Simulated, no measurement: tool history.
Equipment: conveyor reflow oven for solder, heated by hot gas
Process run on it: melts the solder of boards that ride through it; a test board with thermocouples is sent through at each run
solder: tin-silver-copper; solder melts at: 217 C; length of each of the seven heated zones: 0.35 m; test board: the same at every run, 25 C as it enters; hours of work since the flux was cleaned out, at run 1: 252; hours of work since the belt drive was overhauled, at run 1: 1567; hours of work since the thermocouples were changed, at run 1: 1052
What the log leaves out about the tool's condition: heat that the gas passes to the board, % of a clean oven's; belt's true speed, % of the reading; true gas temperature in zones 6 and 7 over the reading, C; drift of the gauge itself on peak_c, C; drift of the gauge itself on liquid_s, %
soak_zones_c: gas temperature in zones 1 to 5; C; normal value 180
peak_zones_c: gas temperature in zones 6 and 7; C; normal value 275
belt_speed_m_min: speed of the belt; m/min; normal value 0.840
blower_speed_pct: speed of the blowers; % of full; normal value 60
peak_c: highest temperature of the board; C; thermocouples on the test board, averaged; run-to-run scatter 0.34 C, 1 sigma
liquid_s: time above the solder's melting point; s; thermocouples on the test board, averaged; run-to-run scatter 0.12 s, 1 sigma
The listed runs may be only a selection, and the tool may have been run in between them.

run     day  soak_zones_c  peak_zones_c  belt_speed_m_min  blower_speed_pct  hours of work since the flux was cleaned out  hours of work since the belt drive was overhauled  hours of work since the thermocouples were changed  peak_c  liquid_s
  1   0.000           180           275             0.840                60                                           252                                               1567                                                1052   257.7      43.0
  2   3.146           180           275             0.840                55                                           304                                               1618                                                1104   256.1      42.0
      4.483  -- thermocouples of zones 6 and 7 changed
  3   5.583           180           275             0.840                55                                           342                                               1657                                                  18   259.3      43.4
      8.646  -- flux residue cleaned out of gas plates and filters
  4   8.854           180           275             0.840                55                                             3                                               1707                                                  68   257.8      42.7
  5  11.921           180           275             0.840                55                                            54                                               1757                                                 118   257.4      42.7
     13.112  -- belt drive overhauled, speed set with a stopwatch
  6  15.921           180           275             0.840                55                                           116                                                 46                                                 181   256.2      40.3
     17.475  -- flux residue cleaned out of gas plates and filters, once more
  7  19.571           180           275             0.840                55                                            34                                                102                                                 238   258.4      41.8
  8  21.371           180           275             0.840                55                                            64                                                132                                                 267   258.2      41.5
  9  24.696           180           275             0.840                55                                           118                                                186                                                 322   257.9      41.4
 10  27.596           180           275             0.840                55                                           166                                                234                                                 369   258.0      41.5
 11  30.217           180           280             0.840                60                                           209                                                277                                                 412   263.2      43.6
 12  33.954           180           280             0.840                60                                           270                                                338                                                 473   262.7      43.6
 13  37.996           180           275             0.840                62                                           336                                                404                                                 540   257.7      42.0
     41.458  -- flux residue cleaned out of gas plates and filters
 14  41.529           180           275             0.840                62                                             1                                                459                                                 594   259.6      42.6
 15  43.512           180           275             0.840                60                                            34                                                491                                                 626   258.9      42.3
 16  46.146           180           272             0.840                60                                            77                                                534                                                 670   256.4      41.2
 17  49.233           193           285             0.824                86                                           127                                                585                                                 720   273.4      50.9
 18  52.762           193           285             0.824                86                                           185                                                643                                                 778   274.2      51.1
 19  54.958           193           285             0.824                86                                           221                                                679                                                 814   273.7      50.9
 20  58.271           193           285             0.824                86                                           275                                                733                                                 868   273.5      51.1
 21  60.017           178           274             0.928                51                                           304                                                762                                                 897   250.1      33.4
 22  63.450           178           274             1.009                51                                           360                                                818                                                 953   246.1      28.5
     65.388  -- flux residue cleaned out of gas plates and filters
 23  67.504           181           275             0.840                64                                            35                                                881                                                1016   259.3      43.1
 24  69.250           166           282             0.918                58                                            63                                                909                                                1045   257.8      35.4
 25  72.996           180           267             0.726                60                                           125                                                971                                                1106   253.1      48.1
     73.917  -- thermocouples of zones 6 and 7 changed
 26  76.296           186           284             0.840                60                                           177                                               1024                                                  39   269.9      48.1
 27  79.058           186           284             0.840                60                                           223                                               1069                                                  84   270.0      47.9
 28  82.533           172           284             0.840                60                                           280                                               1126                                                 141   267.0      44.2
 29  84.533           193           275             0.840                61                                           312                                               1159                                                 174   262.3      47.7
 30  87.942           193           274             0.754                61                                           368                                               1214                                                 230   263.1      53.7

Branching from run 30: 3 alternative next runs. What would each branch give?
     89.258  -- flux residue cleaned out of gas plates and filters
  A  91.767           182           274             0.754                61                                            41                                               1274                                                 289       ?         ?
     89.258  -- flux residue cleaned out of gas plates and filters
  B  91.767           174           287             0.763                61                                            41                                               1274                                                 289       ?         ?
     89.258  -- flux residue cleaned out of gas plates and filters
  C  91.767           180           266             0.818                60                                            41                                               1274                                                 289       ?         ?

run  peak_c  liquid_s
  A   262.9      50.8
  B   273.8      51.8
  C   253.4      42.4
Had the tool no hidden state, the same runs would have come out as:
run  peak_c  liquid_s
  A   263.4      49.5
  B   274.2      50.4
  C   253.8      41.3

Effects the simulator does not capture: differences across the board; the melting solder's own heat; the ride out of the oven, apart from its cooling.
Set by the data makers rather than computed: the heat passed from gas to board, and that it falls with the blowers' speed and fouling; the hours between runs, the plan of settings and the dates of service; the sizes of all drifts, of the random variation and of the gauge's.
